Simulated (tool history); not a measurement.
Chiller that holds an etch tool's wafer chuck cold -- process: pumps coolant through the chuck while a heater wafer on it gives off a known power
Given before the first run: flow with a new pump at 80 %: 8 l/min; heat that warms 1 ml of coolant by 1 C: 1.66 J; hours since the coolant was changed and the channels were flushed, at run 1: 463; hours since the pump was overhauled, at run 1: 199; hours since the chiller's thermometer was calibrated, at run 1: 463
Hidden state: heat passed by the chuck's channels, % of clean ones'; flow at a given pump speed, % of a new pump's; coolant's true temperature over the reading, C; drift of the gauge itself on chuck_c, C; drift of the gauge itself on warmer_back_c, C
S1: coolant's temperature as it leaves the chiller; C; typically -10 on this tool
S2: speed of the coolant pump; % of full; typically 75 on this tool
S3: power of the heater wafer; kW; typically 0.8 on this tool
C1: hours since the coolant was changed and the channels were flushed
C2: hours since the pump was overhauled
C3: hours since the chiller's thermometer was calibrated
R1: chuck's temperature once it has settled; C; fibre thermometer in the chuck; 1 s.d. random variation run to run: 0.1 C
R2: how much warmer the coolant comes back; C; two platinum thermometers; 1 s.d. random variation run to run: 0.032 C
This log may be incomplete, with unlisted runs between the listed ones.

{"run": 1, "hour": 0.0, "S1": -10, "S2": 75, "S3": 0.8, "C1": 463, "C2": 199, "C3": 463, "R1": -3.3, "R2": 3.82}
{"run": 2, "hour": 128.4, "S1": -10, "S2": 75, "S3": 0.8, "C1": 591, "C2": 327, "C3": 591, "R1": -3.2, "R2": 3.88}
{"run": 3, "hour": 274.8, "S1": -10, "S2": 75, "S3": 0.8, "C1": 737, "C2": 473, "C3": 737, "R1": -3.3, "R2": 3.8}
{"run": 4, "hour": 459.6, "S1": -10, "S2": 75, "S3": 0.8, "C1": 922, "C2": 658, "C3": 922, "R1": -3.3, "R2": 3.8}
{"run": 5, "hour": 551.0, "S1": -10, "S2": 75, "S3": 0.8, "C1": 1014, "C2": 750, "C3": 1014, "R1": -3.4, "R2": 3.9}
{"run": 6, "hour": 671.5, "S1": -10, "S2": 75, "S3": 0.8, "C1": 1134, "C2": 870, "C3": 1134, "R1": -3.3, "R2": 3.87}
{"run": 7, "hour": 811.0, "S1": -10, "S2": 75, "S3": 0.8, "C1": 1274, "C2": 1010, "C3": 1274, "R1": -3.2, "R2": 3.88}
{"run": 8, "hour": 1010.9, "S1": -10, "S2": 75, "S3": 0.8, "C1": 1473, "C2": 1209, "C3": 1473, "R1": -3.3, "R2": 3.9}
{"run": 9, "hour": 1212.0, "S1": -10, "S2": 75, "S3": 0.8, "C1": 1675, "C2": 1411, "C3": 1675, "R1": -3.3, "R2": 3.89}
{"run": 10, "hour": 1337.3, "S1": -10, "S2": 78, "S3": 0.8, "C1": 1800, "C2": 1536, "C3": 1800, "R1": -3.5, "R2": 3.66}
{"run": 11, "hour": 1512.0, "S1": -10, "S2": 85, "S3": 0.8, "C1": 1974, "C2": 1711, "C3": 1974, "R1": -4.2, "R2": 3.39}
{"run": 12, "hour": 1641.7, "S1": -10, "S2": 68, "S3": 0.8, "C1": 2104, "C2": 1840, "C3": 2104, "R1": -2.5, "R2": 4.26}
{"run": 13, "hour": 1796.5, "S1": -10, "S2": 68, "S3": 0.8, "C1": 2259, "C2": 1995, "C3": 2259, "R1": -2.6, "R2": 4.26}
{"run": 14, "hour": 1885.6, "S1": -17, "S2": 68, "S3": 0.419, "C1": 2348, "C2": 2084, "C3": 2348, "R1": -13.2, "R2": 2.24}
{"run": 15, "hour": 2076.7, "S1": -10, "S2": 88, "S3": 0.891, "C1": 2539, "C2": 2275, "C3": 2539, "R1": -3.7, "R2": 3.66}
{"run": 16, "hour": 2228.6, "S1": -10, "S2": 88, "S3": 0.891, "C1": 2691, "C2": 2427, "C3": 2691, "R1": -3.6, "R2": 3.7}
{"run": 17, "hour": 2411.0, "S1": -10, "S2": 88, "S3": 0.92, "C1": 2874, "C2": 2610, "C3": 2874, "R1": -3.3, "R2": 3.81}
{"run": 18, "hour": 2614.6, "S1": -8, "S2": 75, "S3": 0.92, "C1": 3077, "C2": 2813, "C3": 3077, "R1": -0.3, "R2": 4.45}
{"run": 19, "hour": 2716.3, "S1": -8, "S2": 100, "S3": 0.482, "C1": 3179, "C2": 2915, "C3": 3179, "R1": -4.9, "R2": 1.74}
{"run": 20, "hour": 2883.8, "S1": 0, "S2": 94, "S3": 0.482, "C1": 3346, "C2": 3082, "C3": 3346, "R1": 3.2, "R2": 1.83}
{"run": 21, "hour": 2974.9, "S1": -2, "S2": 94, "S3": 0.482, "C1": 3437, "C2": 3174, "C3": 3437, "R1": 1.2, "R2": 1.84}
{"run": 22, "hour": 3121.6, "S1": -14, "S2": 75, "S3": 0.858, "C1": 3584, "C2": 3320, "C3": 3584, "R1": -6.7, "R2": 4.19}
{"hour": 3251.9, "done": "chiller's thermometer calibrated"}
{"run": 23, "hour": 3277.1, "S1": -9, "S2": 62, "S3": 0.8, "C1": 3739, "C2": 3475, "C3": 25, "R1": -0.8, "R2": 4.65}

Expected results for the next run?
{"run": 24, "hour": 3414.8, "S1": -2, "S2": 75, "S3": 0.643, "C1": 3876, "C2": 3612, "C3": 163, "R1": "?", "R2": "?"}

{"run 24": {"R1": 3.5, "R2": 3.03}}
Minus the tool's unlogged condition, the same run would have read R1 3.5 C, R2 3.03 C.

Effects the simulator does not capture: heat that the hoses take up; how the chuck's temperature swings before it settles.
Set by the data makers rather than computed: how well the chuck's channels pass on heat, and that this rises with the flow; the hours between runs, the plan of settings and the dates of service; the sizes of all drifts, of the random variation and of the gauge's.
